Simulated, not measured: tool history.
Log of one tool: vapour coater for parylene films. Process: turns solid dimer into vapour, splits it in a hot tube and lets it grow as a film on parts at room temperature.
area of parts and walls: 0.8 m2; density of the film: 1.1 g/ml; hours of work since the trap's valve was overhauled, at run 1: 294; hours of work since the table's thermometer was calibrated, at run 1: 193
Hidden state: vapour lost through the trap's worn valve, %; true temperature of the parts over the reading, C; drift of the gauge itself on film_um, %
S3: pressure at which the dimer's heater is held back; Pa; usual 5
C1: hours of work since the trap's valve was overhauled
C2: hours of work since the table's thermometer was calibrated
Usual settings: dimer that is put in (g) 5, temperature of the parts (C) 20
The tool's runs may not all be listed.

run 1 hour=0 | dimer_that_is_put_in_(g)=5 temperature_of_the_parts_(C)=20 S3=5 | C1=294 C2=193 | thickness_of_the_film_(µm)=2.63
run 2 hour=18 | dimer_that_is_put_in_(g)=5 temperature_of_the_parts_(C)=20 S3=5 | C1=306 C2=205 | thickness_of_the_film_(µm)=2.62
run 3 hour=34.4 | dimer_that_is_put_in_(g)=5 temperature_of_the_parts_(C)=20 S3=5 | C1=316 C2=215 | thickness_of_the_film_(µm)=2.62
run 4 hour=46.7 | dimer_that_is_put_in_(g)=5 temperature_of_the_parts_(C)=20 S3=2.3 | C1=324 C2=223 | thickness_of_the_film_(µm)=3
run 5 hour=57.4 | dimer_that_is_put_in_(g)=5 temperature_of_the_parts_(C)=20 S3=2.3 | C1=331 C2=230 | thickness_of_the_film_(µm)=2.97
run 6 hour=80.5 | dimer_that_is_put_in_(g)=5 temperature_of_the_parts_(C)=20 S3=3.3 | C1=346 C2=245 | thickness_of_the_film_(µm)=2.82
run 7 hour=99 | dimer_that_is_put_in_(g)=5 temperature_of_the_parts_(C)=20 S3=5 | C1=358 C2=257 | thickness_of_the_film_(µm)=2.59
run 8 hour=113.6 | dimer_that_is_put_in_(g)=5 temperature_of_the_parts_(C)=20 S3=5 | C1=368 C2=267 | thickness_of_the_film_(µm)=2.61
run 9 hour=135.1 | dimer_that_is_put_in_(g)=5 temperature_of_the_parts_(C)=20 S3=5 | C1=382 C2=281 | thickness_of_the_film_(µm)=2.6
run 10 hour=154.2 | dimer_that_is_put_in_(g)=5 temperature_of_the_parts_(C)=20 S3=5 | C1=394 C2=293 | thickness_of_the_film_(µm)=2.58
run 11 hour=163.6 | dimer_that_is_put_in_(g)=5 temperature_of_the_parts_(C)=20 S3=5 | C1=401 C2=299 | thickness_of_the_film_(µm)=2.62
run 12 hour=184.8 | dimer_that_is_put_in_(g)=5 temperature_of_the_parts_(C)=20 S3=5 | C1=414 C2=313 | thickness_of_the_film_(µm)=2.59
run 13 hour=199.6 | dimer_that_is_put_in_(g)=5 temperature_of_the_parts_(C)=20 S3=5 | C1=424 C2=323 | thickness_of_the_film_(µm)=2.58
run 14 hour=217.4 | dimer_that_is_put_in_(g)=5 temperature_of_the_parts_(C)=20 S3=5 | C1=436 C2=335 | thickness_of_the_film_(µm)=2.6
run 15 hour=235.9 | dimer_that_is_put_in_(g)=6 temperature_of_the_parts_(C)=20 S3=5 | C1=448 C2=347 | thickness_of_the_film_(µm)=3.12
-- hour=248.5 trap's valve overhauled
run 16 hour=260.4 | dimer_that_is_put_in_(g)=6 temperature_of_the_parts_(C)=20 S3=5 | C1=8 C2=360 | thickness_of_the_film_(µm)=3.27
run 17 hour=281.6 | dimer_that_is_put_in_(g)=6 temperature_of_the_parts_(C)=20 S3=5 | C1=22 C2=374 | thickness_of_the_film_(µm)=3.23
run 18 hour=302.5 | dimer_that_is_put_in_(g)=5 temperature_of_the_parts_(C)=20 S3=5 | C1=35 C2=387 | thickness_of_the_film_(µm)=2.72
run 19 hour=312.1 | dimer_that_is_put_in_(g)=5 temperature_of_the_parts_(C)=20 S3=5 | C1=41 C2=394 | thickness_of_the_film_(µm)=2.7
run 20 hour=330.9 | dimer_that_is_put_in_(g)=5 temperature_of_the_parts_(C)=20 S3=9.73 | C1=54 C2=406 | thickness_of_the_film_(µm)=2.39
run 21 hour=346.3 | dimer_that_is_put_in_(g)=5 temperature_of_the_parts_(C)=20 S3=9.73 | C1=64 C2=416 | thickness_of_the_film_(µm)=2.39
run 22 hour=355.6 | dimer_that_is_put_in_(g)=5 temperature_of_the_parts_(C)=20 S3=9.73 | C1=70 C2=422 | thickness_of_the_film_(µm)=2.39
run 23 hour=370.5 | dimer_that_is_put_in_(g)=5 temperature_of_the_parts_(C)=20 S3=2.14 | C1=79 C2=432 | thickness_of_the_film_(µm)=3.1
run 24 hour=383.8 | dimer_that_is_put_in_(g)=3 temperature_of_the_parts_(C)=20 S3=5 | C1=88 C2=440 | thickness_of_the_film_(µm)=1.62
run 25 hour=396 | dimer_that_is_put_in_(g)=2 temperature_of_the_parts_(C)=20 S3=6.65 | C1=96 C2=448 | thickness_of_the_film_(µm)=1.03
run 26 hour=406.1 | dimer_that_is_put_in_(g)=8 temperature_of_the_parts_(C)=31 S3=6.1 | C1=103 C2=455 | thickness_of_the_film_(µm)=3.04
run 27 hour=418.5 | dimer_that_is_put_in_(g)=3 temperature_of_the_parts_(C)=21 S3=6.1 | C1=111 C2=463 | thickness_of_the_film_(µm)=1.52
run 28 hour=434.8 | dimer_that_is_put_in_(g)=3 temperature_of_the_parts_(C)=21 S3=6.1 | C1=121 C2=474 | thickness_of_the_film_(µm)=1.5
run 29 hour=455.8 | dimer_that_is_put_in_(g)=5 temperature_of_the_parts_(C)=24 S3=5 | C1=135 C2=487 | thickness_of_the_film_(µm)=2.36
run 30 hour=478.8 | dimer_that_is_put_in_(g)=3 temperature_of_the_parts_(C)=14 S3=6.54 | C1=150 C2=502 | thickness_of_the_film_(µm)=1.82
run 31 hour=499.9 | dimer_that_is_put_in_(g)=4 temperature_of_the_parts_(C)=27 S3=9.04 | C1=164 C2=516 | thickness_of_the_film_(µm)=1.55
run 32 hour=519.3 | dimer_that_is_put_in_(g)=4 temperature_of_the_parts_(C)=30 S3=3.68 | C1=176 C2=529 | thickness_of_the_film_(µm)=1.67
run 33 hour=540.5 | dimer_that_is_put_in_(g)=3 temperature_of_the_parts_(C)=20 S3=10.23 | C1=190 C2=542 | thickness_of_the_film_(µm)=1.4
run 34 hour=553.4 | dimer_that_is_put_in_(g)=2 temperature_of_the_parts_(C)=20 S3=2.15 | C1=199 C2=551 | thickness_of_the_film_(µm)=1.24
run 35 hour=564.3 | dimer_that_is_put_in_(g)=4 temperature_of_the_parts_(C)=20 S3=2.06 | C1=206 C2=558 | thickness_of_the_film_(µm)=2.46
run 36 hour=573.8 | dimer_that_is_put_in_(g)=2 temperature_of_the_parts_(C)=28 S3=6.79 | C1=212 C2=564 | thickness_of_the_film_(µm)=0.8
run 37 hour=591.4 | dimer_that_is_put_in_(g)=2 temperature_of_the_parts_(C)=28 S3=6.79 | C1=223 C2=576 | thickness_of_the_film_(µm)=0.79
run 38 hour=610.7 | dimer_that_is_put_in_(g)=4 temperature_of_the_parts_(C)=18 S3=5 | C1=236 C2=588 | thickness_of_the_film_(µm)=2.24
run 39 hour=628.8 | dimer_that_is_put_in_(g)=4 temperature_of_the_parts_(C)=26 S3=10.22 | C1=248 C2=600 | thickness_of_the_film_(µm)=1.59
run 40 hour=641 | dimer_that_is_put_in_(g)=4 temperature_of_the_parts_(C)=26 S3=10.22 | C1=256 C2=608 | thickness_of_the_film_(µm)=1.58
run 41 hour=651.6 | dimer_that_is_put_in_(g)=6 temperature_of_the_parts_(C)=23 S3=5.27 | C1=263 C2=615 | thickness_of_the_film_(µm)=2.86
run 42 hour=672.7 | dimer_that_is_put_in_(g)=3 temperature_of_the_parts_(C)=30 S3=3.56 | C1=276 C2=629 | thickness_of_the_film_(µm)=1.26
run 43 hour=691.5 | dimer_that_is_put_in_(g)=2 temperature_of_the_parts_(C)=27 S3=4.11 | C1=289 C2=641 | thickness_of_the_film_(µm)=0.89
run 44 hour=706.4 | dimer_that_is_put_in_(g)=7 temperature_of_the_parts_(C)=30 S3=7.35 | C1=298 C2=650 | thickness_of_the_film_(µm)=2.57
run 45 hour=725.9 | dimer_that_is_put_in_(g)=7 temperature_of_the_parts_(C)=30 S3=7.35 | C1=311 C2=663 | thickness_of_the_film_(µm)=2.59
run 46 hour=743.2 | dimer_that_is_put_in_(g)=9 temperature_of_the_parts_(C)=20 S3=11.9 | C1=322 C2=674 | thickness_of_the_film_(µm)=4.02
run 47 hour=764.4 | dimer_that_is_put_in_(g)=2 temperature_of_the_parts_(C)=20 S3=5 | C1=336 C2=688 | thickness_of_the_film_(µm)=1.04
run 48 hour=780.5 | dimer_that_is_put_in_(g)=3 temperature_of_the_parts_(C)=20 S3=9.47 | C1=347 C2=699 | thickness_of_the_film_(µm)=1.39

Forecast each of these 3 alternatives for the next run:
run A hour=795.8 | dimer_that_is_put_in_(g)=7 temperature_of_the_parts_(C)=20 S3=3.03 | C1=357 C2=709 | thickness_of_the_film_(µm)=?
run B hour=795.8 | dimer_that_is_put_in_(g)=8 temperature_of_the_parts_(C)=21 S3=2 | C1=357 C2=709 | thickness_of_the_film_(µm)=?
run C hour=795.8 | dimer_that_is_put_in_(g)=3 temperature_of_the_parts_(C)=20 S3=5 | C1=357 C2=709 | thickness_of_the_film_(µm)=?

run=A thickness_of_the_film_(µm)=3.93
run=B thickness_of_the_film_(µm)=4.77
run=C thickness_of_the_film_(µm)=1.55
Without the tool's hidden state the same runs would have given:
run=A thickness_of_the_film_(µm)=4.16
run=B thickness_of_the_film_(µm)=5.04
run=C thickness_of_the_film_(µm)=1.64

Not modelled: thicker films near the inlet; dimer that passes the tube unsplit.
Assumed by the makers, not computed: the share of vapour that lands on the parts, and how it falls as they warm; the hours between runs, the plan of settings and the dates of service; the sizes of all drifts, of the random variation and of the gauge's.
